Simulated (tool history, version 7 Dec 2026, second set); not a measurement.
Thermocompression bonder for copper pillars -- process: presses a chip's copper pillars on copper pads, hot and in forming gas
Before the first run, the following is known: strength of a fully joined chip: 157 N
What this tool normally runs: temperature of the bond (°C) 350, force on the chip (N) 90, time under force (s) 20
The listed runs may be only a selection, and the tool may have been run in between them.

run,hour,temperature of the bond (°C),force on the chip (N),time under force (s),force that shears a chip off (N)
1,0,350,90,20,78
2,9,350,90,20,76.7
3,18.6,350,90,12,64
4,28.9,350,90,12,64.8
5,40.8,350,90,12,65.3
6,46.5,350,90,12,63.8
7,54.8,350,90,12,64.8
8,61,350,90,12,65.4
9,71.5,350,90,12,64.5
10,76.7,350,90,12,64.6
# hour 79.6: forming gas filter changed
11,88.7,350,90,12,68.2
12,95.8,350,90,12,68.9
13,106.4,350,90,20,81.4
14,111.5,350,90,13,70.2
15,117.5,350,90,20,82.7
16,124.6,350,90,20,81.3
17,131,350,90,20,80.6
18,137.6,350,90,20,81
19,145,350,90,34,94.3
20,156.2,350,90,34,95.4
21,161.9,350,90,20,81.1
22,168,350,68,10,52.6
# hour 170.6: force cell calibrated
23,178.4,350,103,10,67.2
24,187.7,369,128,26,117.2
25,195,372,94,11,80.2
# hour 200.2: force cell calibrated, once more
26,205.1,372,94,11,82.2
27,210.2,357,117,16,90.3
28,221.9,348,120,37,107.9
29,227.4,380,59,17,79.6
30,239.2,327,119,23,76.4
31,245.2,337,84,11,52.8
32,255.6,337,84,11,53.2
33,267,337,119,55,106.3
34,272.9,355,90,36,99.4
35,283.2,364,90,12,77
36,290.6,351,73,13,61.9
37,301.7,351,100,21,85.6
# hour 310.3: forming gas filter changed
38,313.8,351,100,21,90.3
39,319.5,362,104,34,116.7
40,325.5,349,106,34,105.2
41,331,349,106,34,103.9

Below are 3 alternative next runs, each starting from the tool's condition after run 41. Predict each:
A,337.2,349,106,27,?
B,337.2,350,55,20,?
C,337.2,350,90,17,?

run,force that shears a chip off (N)
A,97.6
B,64.1
C,79.4
Had the tool no hidden state, the same runs would have come out as:
run,force that shears a chip off (N)
A,95
B,61.8
C,76.8
